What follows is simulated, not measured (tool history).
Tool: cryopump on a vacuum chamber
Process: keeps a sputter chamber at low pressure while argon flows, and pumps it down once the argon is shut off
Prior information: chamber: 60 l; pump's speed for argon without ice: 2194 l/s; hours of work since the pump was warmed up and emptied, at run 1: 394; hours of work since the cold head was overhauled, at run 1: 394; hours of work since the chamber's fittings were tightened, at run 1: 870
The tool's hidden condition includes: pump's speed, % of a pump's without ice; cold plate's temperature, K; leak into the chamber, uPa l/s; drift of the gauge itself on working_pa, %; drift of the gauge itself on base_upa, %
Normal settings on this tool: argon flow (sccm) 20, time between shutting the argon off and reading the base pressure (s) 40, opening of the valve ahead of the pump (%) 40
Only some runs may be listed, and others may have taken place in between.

run   hour  argon flow (sccm)  time between shutting the argon off and reading the base pressure (s)  opening of the valve ahead of the pump (%)  hours of work since the pump was warmed up and emptied  hours of work since the cold head was overhauled  hours of work since the chamber's fittings were tightened  pressure while argon flows (Pa)  pressure after the wait (uPa)
  1    0.0                 20                                                                     40                                          40                                                     394                                               394                                                        870                           0.0400                           2.21
  2   34.4                 20                                                                     40                                          40                                                     416                                               416                                                        893                           0.0402                           2.22
  3   90.2                 20                                                                     40                                          40                                                     452                                               452                                                        929                           0.0406                           2.30
  4  119.9                 20                                                                     40                                          40                                                     471                                               471                                                        948                           0.0410                           2.25
  5  145.4                 20                                                                     36                                          40                                                     488                                               488                                                        965                           0.0411                           2.52
  6  176.6                 20                                                                     36                                          40                                                     508                                               508                                                        985                           0.0407                           2.52
  7  204.3                 17                                                                    263                                          40                                                     526                                               526                                                       1003                           0.0348                           1.42
  8  230.7                 17                                                                    263                                          40                                                     543                                               543                                                       1020                           0.0344                           1.42
  9  255.8                  9                                                                     40                                          38                                                     560                                               560                                                       1036                           0.0186                           2.37
     271.8  -- leaking fittings of the chamber tightened, without venting
 10  312.5                  9                                                                     40                                          38                                                     595                                               595                                                         26                           0.0192                           1.29
 11  368.8                  9                                                                     40                                          38                                                     632                                               632                                                         63                           0.0198                           1.38

Expected results for the next run?
 12  394.9                  9                                                                     40                                          38                                                     649                                               649                                                         80                                ?                              ?

Run 12 produced pressure while argon flows (Pa) 0.0195, pressure after the wait (uPa) 1.36.
Minus the tool's unlogged condition, the same run would have read pressure while argon flows (Pa) 0.0182, pressure after the wait (uPa) 1.24.
